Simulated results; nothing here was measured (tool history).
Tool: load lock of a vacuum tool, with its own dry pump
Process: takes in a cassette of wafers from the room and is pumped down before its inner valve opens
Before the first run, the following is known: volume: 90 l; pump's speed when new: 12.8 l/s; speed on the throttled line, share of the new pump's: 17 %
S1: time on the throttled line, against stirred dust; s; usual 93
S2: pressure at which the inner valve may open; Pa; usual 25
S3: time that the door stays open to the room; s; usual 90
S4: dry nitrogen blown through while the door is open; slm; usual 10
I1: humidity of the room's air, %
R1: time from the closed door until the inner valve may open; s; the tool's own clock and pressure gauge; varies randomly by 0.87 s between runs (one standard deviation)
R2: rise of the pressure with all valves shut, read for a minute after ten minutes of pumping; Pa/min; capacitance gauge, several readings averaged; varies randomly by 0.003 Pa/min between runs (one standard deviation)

run 1 hour=0.0 | S1=93 S2=25 S3=90 S4=10 | I1=44.2 | R1=137.5 R2=0.087
run 2 hour=245.5 | S1=93 S2=25 S3=90 S4=10 | I1=46.2 | R1=139.9 R2=0.088
run 3 hour=710.5 | S1=93 S2=25 S3=90 S4=10 | I1=45.0 | R1=139.0 R2=0.094
run 4 hour=1115.5 | S1=93 S2=25 S3=90 S4=10 | I1=46.8 | R1=137.8 R2=0.107
run 5 hour=1447.8 | S1=93 S2=25 S3=90 S4=10 | I1=42.9 | R1=138.1 R2=0.108
run 6 hour=1841.4 | S1=93 S2=35 S3=90 S4=10 | I1=47.1 | R1=134.9 R2=0.118
run 7 hour=2128.9 | S1=93 S2=25 S3=90 S4=4 | I1=44.4 | R1=138.2 R2=0.129
run 8 hour=2480.1 | S1=93 S2=25 S3=84 S4=10 | I1=44.4 | R1=139.2 R2=0.128
run 9 hour=3077.1 | S1=93 S2=25 S3=84 S4=10 | I1=47.8 | R1=139.7 R2=0.149
run 10 hour=3683.5 | S1=93 S2=25 S3=84 S4=10 | I1=48.2 | R1=139.0 R2=0.164
run 11 hour=4150.2 | S1=93 S2=25 S3=90 S4=29 | I1=48.1 | R1=139.5 R2=0.165
run 12 hour=4492.9 | S1=93 S2=25 S3=90 S4=29 | I1=43.7 | R1=138.4 R2=0.174
run 13 hour=4773.2 | S1=93 S2=25 S3=90 S4=33 | I1=45.3 | R1=138.7 R2=0.175
run 14 hour=5142.0 | S1=93 S2=25 S3=90 S4=10 | I1=42.4 | R1=139.8 R2=0.194
run 15 hour=5399.4 | S1=93 S2=25 S3=90 S4=10 | I1=45.2 | R1=139.6 R2=0.218
run 16 hour=5677.2 | S1=93 S2=25 S3=90 S4=10 | I1=47.6 | R1=138.4 R2=0.219
run 17 hour=5958.0 | S1=93 S2=25 S3=90 S4=10 | I1=46.6 | R1=140.5 R2=0.226
run 18 hour=6237.2 | S1=93 S2=25 S3=90 S4=32 | I1=47.4 | R1=138.6 R2=0.220
run 19 hour=6847.7 | S1=93 S2=25 S3=90 S4=32 | I1=39.3 | R1=140.2 R2=0.237
run 20 hour=7389.0 | S1=66 S2=25 S3=203 S4=10 | I1=42.0 | R1=116.9 R2=0.284
run 21 hour=7700.8 | S1=168 S2=25 S3=90 S4=4 | I1=42.0 | R1=203.3 R2=0.288
run 22 hour=7947.4 | S1=168 S2=25 S3=90 S4=4 | I1=46.3 | R1=201.1 R2=0.295
run 23 hour=8337.7 | S1=168 S2=25 S3=90 S4=4 | I1=42.6 | R1=200.6 R2=0.307
run 24 hour=8899.1 | S1=168 S2=25 S3=90 S4=4 | I1=44.1 | R1=203.6 R2=0.323
run 25 hour=9483.1 | S1=168 S2=25 S3=90 S4=4 | I1=44.7 | R1=199.7 R2=0.348
run 26 hour=10025.1 | S1=96 S2=23 S3=90 S4=13 | I1=43.3 | R1=144.5 R2=0.365
run 27 hour=10280.4 | S1=96 S2=23 S3=90 S4=4 | I1=46.8 | R1=143.9 R2=0.381
run 28 hour=10635.0 | S1=65 S2=25 S3=90 S4=19 | I1=44.7 | R1=117.5 R2=0.387
run 29 hour=11192.6 | S1=127 S2=25 S3=90 S4=34 | I1=45.5 | R1=168.7 R2=0.402
run 30 hour=11722.5 | S1=93 S2=39 S3=92 S4=10 | I1=44.0 | R1=136.9 R2=0.440
run 31 hour=12097.2 | S1=93 S2=25 S3=35 S4=13 | I1=46.0 | R1=141.7 R2=0.434
run 32 hour=12585.1 | S1=76 S2=20 S3=35 S4=6 | I1=44.7 | R1=129.8 R2=0.462
run 33 hour=13037.3 | S1=76 S2=20 S3=35 S4=6 | I1=47.0 | R1=130.7 R2=0.480
-- hour=13628.6 dry pump taken out, an overhauled one fitted
run 34 hour=13641.9 | S1=76 S2=20 S3=35 S4=6 | I1=45.8 | R1=122.9 R2=0.516
run 35 hour=13917.2 | S1=76 S2=20 S3=35 S4=6 | I1=44.6 | R1=123.4 R2=0.523
run 36 hour=14185.8 | S1=144 S2=44 S3=100 S4=17 | I1=45.5 | R1=175.4 R2=0.539
run 37 hour=14459.2 | S1=93 S2=25 S3=140 S4=10 | I1=45.1 | R1=137.9 R2=0.567

Consider 4 possible next runs. They are alternatives, not a sequence: every one starts from the tool as it was left by run 37. What does each give?
run A hour=14834.8 | S1=93 S2=25 S3=90 S4=10 | I1=44.2 | R1=? R2=?
run B hour=14834.8 | S1=95 S2=25 S3=140 S4=6 | I1=47.4 | R1=? R2=?
run C hour=14834.8 | S1=172 S2=24 S3=140 S4=31 | I1=48.2 | R1=? R2=?
run D hour=14834.8 | S1=62 S2=33 S3=32 S4=10 | I1=46.7 | R1=? R2=?

run=A R1=136.3 R2=0.589
run=B R1=138.7 R2=0.612
run=C R1=202.8 R2=0.576
run=D R1=109.1 R2=0.568
With the hidden condition removed and each run's random variation left untouched, the same runs would have given:
run=A R1=135.7 R2=0.035
run=B R1=138.2 R2=0.055
run=C R1=202.4 R2=0.028
run=D R1=108.6 R2=0.018

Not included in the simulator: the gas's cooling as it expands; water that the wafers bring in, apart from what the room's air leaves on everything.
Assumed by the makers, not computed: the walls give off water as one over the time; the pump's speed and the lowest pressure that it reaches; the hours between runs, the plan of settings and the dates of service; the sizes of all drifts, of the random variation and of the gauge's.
